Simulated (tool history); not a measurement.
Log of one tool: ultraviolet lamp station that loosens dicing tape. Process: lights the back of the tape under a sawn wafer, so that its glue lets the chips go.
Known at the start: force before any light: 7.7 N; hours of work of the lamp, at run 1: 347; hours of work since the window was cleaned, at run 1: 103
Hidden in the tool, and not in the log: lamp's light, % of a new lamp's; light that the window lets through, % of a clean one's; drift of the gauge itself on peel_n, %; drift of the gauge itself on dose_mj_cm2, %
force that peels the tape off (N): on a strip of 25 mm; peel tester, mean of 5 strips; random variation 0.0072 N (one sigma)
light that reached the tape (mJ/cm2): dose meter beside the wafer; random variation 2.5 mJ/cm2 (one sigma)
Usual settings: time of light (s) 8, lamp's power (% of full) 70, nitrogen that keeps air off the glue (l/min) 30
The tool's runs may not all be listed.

run   hour  time of light (s)  lamp's power (% of full)  nitrogen that keeps air off the glue (l/min)  hours of work of the lamp  hours of work since the window was cleaned  force that peels the tape off (N)  light that reached the tape (mJ/cm2)
  1    0.0                  8                        70                                            30                        347                                         103                              0.408                                   259
  2   15.4                  8                        70                                            30                        357                                         114                              0.410                                   260
  3   29.2                  8                        70                                            30                        367                                         123                              0.422                                   257
  4   44.5                  8                        70                                            30                        377                                         134                              0.432                                   253
  5   57.4                  8                        70                                            30                        386                                         143                              0.423                                   251
  6   66.0                  8                        70                                            30                        392                                         149                              0.437                                   253
  7   79.8                  8                        70                                            30                        402                                         158                              0.432                                   248
      81.4  -- window cleaned of glue's vapour
  8   89.3                  8                        70                                            30                        408                                           5                              0.440                                   249
  9   96.6                  8                        82                                            30                        413                                          10                              0.290                                   289
 10  111.1                  8                        64                                            23                        423                                          21                              0.740                                   224
 11  119.1                  8                        64                                            23                        429                                          26                              0.752                                   227
 12  126.1                  8                        64                                            23                        433                                          31                              0.744                                   225
 13  141.8                  6                        70                                            30                        444                                          42                              0.897                                   183
 14  149.0                 14                        70                                            11                        449                                          47                              0.318                                   421
 15  158.7                 14                        79                                            11                        456                                          53                              0.247                                   475
     166.1  -- window cleaned of glue's vapour, once more
 16  168.9                 14                        79                                            11                        463                                           2                              0.211                                   497
 17  183.6                 14                        79                                            11                        473                                          12                              0.206                                   502
 18  200.1                 12                        74                                            43                        484                                          24                              0.103                                   395

4 ways to go on from here, each from the tool as it stands after run 18. What would each give?
  A  213.4                 12                        65                                            39                        493                                          33                                  ?                                     ?
  B  213.4                 12                        62                                            55                        493                                          33                                  ?                                     ?
  C  213.4                 14                        74                                            43                        493                                          33                                  ?                                     ?
  D  213.4                  5                        70                                            11                        493                                          33                                  ?                                     ?

run  force that peels the tape off (N)  light that reached the tape (mJ/cm2)
  A                              0.137                                   347
  B                              0.115                                   330
  C                              0.074                                   461
  D                              2.277                                   154
Without the tool's hidden state the same runs would have given:
run  force that peels the tape off (N)  light that reached the tape (mJ/cm2)
  A                              0.087                                   425
  B                              0.077                                   404
  C                              0.064                                   564
  D                              1.741                                   189
